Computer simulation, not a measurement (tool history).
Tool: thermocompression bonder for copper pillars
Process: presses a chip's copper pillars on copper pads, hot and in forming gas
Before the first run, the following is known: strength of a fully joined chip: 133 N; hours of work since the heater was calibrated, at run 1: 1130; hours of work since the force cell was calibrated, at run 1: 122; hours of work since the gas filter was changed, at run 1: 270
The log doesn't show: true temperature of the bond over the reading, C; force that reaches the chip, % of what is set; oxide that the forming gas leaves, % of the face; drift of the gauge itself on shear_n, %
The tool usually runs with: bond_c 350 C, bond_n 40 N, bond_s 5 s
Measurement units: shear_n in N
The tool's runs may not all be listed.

run    hour  bond_c  bond_n  bond_s  hours of work since the heater was calibrated  hours of work since the force cell was calibrated  hours of work since the gas filter was changed  shear_n
  1     0.0     350      40       5                                           1130                                                122                                             270     48.7
  2    59.1     350      40       5                                           1175                                                167                                             315     48.2
       81.8  -- forming gas filter changed
  3   118.6     350      40       5                                           1220                                                212                                              28     51.8
  4   145.5     350      40       5                                           1241                                                233                                              49     51.5
  5   174.1     350      40       5                                           1263                                                255                                              71     51.7
      221.3  -- heater calibrated with a thermocouple chip
  6   221.3     350      40       5                                              0                                                289                                             105     46.5
  7   253.7     350      32       5                                             25                                                314                                             130     40.2
  8   307.7     340      40       5                                             66                                                356                                             172     42.2
  9   345.6     340      40       5                                             95                                                385                                             201     41.8
 10   399.9     340      40       5                                            137                                                426                                             242     41.3
 11   449.1     340      40       5                                            175                                                464                                             280     41.0
 12   487.3     350      40       6                                            204                                                493                                             309     48.0
      519.3  -- forming gas filter changed
 13   527.3     350      57       5                                            234                                                524                                               6     59.8
 14   588.0     350      40       5                                            281                                                570                                              53     47.8
 15   641.6     350      40       8                                            322                                                611                                              94     56.7
 16   697.5     350      40       8                                            365                                                654                                             137     56.3
 17   724.0     350      40       8                                            385                                                674                                             157     56.1
 18   767.7     350      40       8                                            419                                                708                                             190     55.2
 19   799.9     350      40       8                                            443                                                733                                             215     55.0
 20   831.5     350      40       5                                            467                                                757                                             239     45.6
 21   887.9     350      40       5                                            511                                                800                                             283     45.4
 22   913.8     350      40       5                                            530                                                820                                             302     45.0
      955.9  -- forming gas filter changed
 23   961.9     350      40       5                                            567                                                856                                               5     49.0
 24  1011.0     341      28       5                                            605                                                894                                              42     34.9
 25  1049.2     352      49       9                                            634                                                923                                              72     68.7
 26  1086.3     323      54       5                                            662                                                952                                             100     45.1
 27  1134.3     335      54       5                                            699                                                988                                             137     50.3
 28  1169.9     335      54       5                                            726                                               1016                                             164     50.0
 29  1225.6     333      36       3                                            769                                               1058                                             207     30.2
 30  1274.3     350      46       5                                            806                                               1096                                             244     50.6
 31  1312.1     332      40       3                                            835                                               1125                                             273     31.5
     1330.6  -- force cell calibrated
 32  1343.9     339      40       5                                            859                                                 10                                             296     42.4
     1395.3  -- forming gas filter changed
 33  1403.8     324      28       5                                            904                                                 56                                               7     30.9
 34  1456.7     325      38       3                                            945                                                 96                                              47     30.7
 35  1488.1     366      41       7                                            969                                                120                                              71     65.6
 36  1539.6     342      59       7                                           1008                                                160                                             111     66.2
 37  1585.0     364      40       7                                           1043                                                195                                             145     62.5
 38  1626.5     364      41       7                                           1075                                                226                                             177     62.6
 39  1676.9     370      40       5                                           1114                                                265                                             216     56.8
 40  1732.2     347      28       8                                           1156                                                307                                             258     44.6

Table of differences, measured result less the result of that run with no hidden state. Run-to-run variation is the same in both. Gauge scatter possibly is not:
run  shear_n
  1     +0.1
  2     -0.4
  3     +3.2
  4     +3.0
  5     +2.8
  6     -1.9
  7     -1.9
  8     -2.4
  9     -2.6
 10     -3.0
 11     -3.3
 12     -4.2
 13     -0.4
 14     -0.9
 15     -1.5
 16     -2.1
 17     -2.4
 18     -2.7
 19     -3.2
 20     -2.8
 21     -3.4
 22     -3.5
 23     +0.4
 24     +0.0
 25     -0.6
 26     -0.4
 27     -1.0
 28     -1.3
 29     -1.0
 30     -2.3
 31     -1.5
 32     -1.5
 33     +1.4
 34     +1.3
 35     +1.3
 36     +0.9
 37     +0.2
 38     -0.3
 39     -0.8
 40     -0.7
